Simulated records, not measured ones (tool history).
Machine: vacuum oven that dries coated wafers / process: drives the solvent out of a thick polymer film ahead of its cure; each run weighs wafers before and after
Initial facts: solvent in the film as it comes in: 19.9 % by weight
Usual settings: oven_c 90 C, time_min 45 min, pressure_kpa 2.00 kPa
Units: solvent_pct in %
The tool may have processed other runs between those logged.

Run 1, hour 0.0: usual settings. Result: solvent_pct 4.03 %.
Run 2, hour 37.0: usual settings. Result: solvent_pct 4.01 %.
Run 3, hour 128.7: usual settings. Result: solvent_pct 4.04 %.
Run 4, hour 209.4: usual settings but pressure_kpa 4.90 kPa. Result: solvent_pct 5.62 %.
Run 5, hour 271.9: usual settings but oven_c 104 C, pressure_kpa 4.90 kPa. Result: solvent_pct 2.38 %.
Run 6, hour 362.6: usual settings. Result: solvent_pct 4.04 %.
Run 7, hour 418.6: usual settings but oven_c 101 C. Result: solvent_pct 1.67 %.
Run 8, hour 464.4: usual settings but oven_c 101 C. Result: solvent_pct 1.70 %.
Run 9, hour 503.3: usual settings. Result: solvent_pct 4.02 %.
Run 10, hour 561.6: usual settings. Result: solvent_pct 4.02 %.
Run 11, hour 643.3: usual settings. Result: solvent_pct 4.03 %.
Run 12, hour 725.0: usual settings. Result: solvent_pct 4.01 %.
Run 13, hour 765.2: usual settings. Result: solvent_pct 4.02 %.
Run 14, hour 805.6: usual settings but pressure_kpa 2.15 kPa. Result: solvent_pct 4.12 %.
Run 15, hour 895.5: usual settings but time_min 29 min, pressure_kpa 2.15 kPa. Result: solvent_pct 6.34 %.
Run 16, hour 969.1: usual settings but time_min 40 min, pressure_kpa 2.15 kPa. Result: solvent_pct 4.66 %.
Run 17, hour 1020.2: usual settings but time_min 40 min, pressure_kpa 2.15 kPa. Result: solvent_pct 4.67 %.
Run 18, hour 1071.9: usual settings but time_min 63 min. Result: solvent_pct 2.67 %.
Run 19, hour 1160.1: usual settings but time_min 25 min, pressure_kpa 3.19 kPa. Result: solvent_pct 7.65 %.
Run 20, hour 1200.3: usual settings but oven_c 80 C, time_min 30 min. Result: solvent_pct 9.29 %.
Run 21, hour 1246.5: usual settings but oven_c 93 C, time_min 78 min, pressure_kpa 1.58 kPa. Result: solvent_pct 1.43 %.
Run 22, hour 1314.7: usual settings but oven_c 88 C, time_min 54 min, pressure_kpa 2.82 kPa. Result: solvent_pct 4.29 %.
Run 23, hour 1352.2: usual settings but oven_c 88 C, time_min 65 min, pressure_kpa 4.73 kPa. Result: solvent_pct 4.75 %.
Run 24, hour 1416.1: usual settings but oven_c 80 C. Result: solvent_pct 7.20 %.
Run 25, hour 1482.7: usual settings but oven_c 80 C. Result: solvent_pct 7.19 %.
Run 26, hour 1557.7: usual settings but oven_c 88 C, pressure_kpa 3.60 kPa. Result: solvent_pct 5.53 %.
Run 27, hour 1628.1: usual settings but pressure_kpa 2.60 kPa. Result: solvent_pct 4.36 %.
Run 28, hour 1675.5: usual settings but oven_c 81 C, pressure_kpa 4.96 kPa. Result: solvent_pct 8.81 %.
Run 29, hour 1713.6: usual settings but time_min 22 min. Result: solvent_pct 7.86 %.
Run 30, hour 1793.9: usual settings but time_min 22 min. Result: solvent_pct 7.79 %.

3 ways to go on from here, each from the tool as it stands after run 30. What would each give?
Run A, hour 1873.2: usual settings but pressure_kpa 4.36 kPa. Result: solvent_pct ?.
Run B, hour 1873.2: usual settings but oven_c 97 C, time_min 81 min, pressure_kpa 2.66 kPa. Result: solvent_pct ?.
Run C, hour 1873.2: usual settings but oven_c 89 C, pressure_kpa 1.48 kPa. Result: solvent_pct ?.

run  solvent_pct
  A         5.33
  B         1.54
  C         4.02
The same runs, with their run-to-run variation unchanged, on a tool lacking any hidden condition would have given:
run  solvent_pct
  A         5.34
  B         1.53
  C         4.02
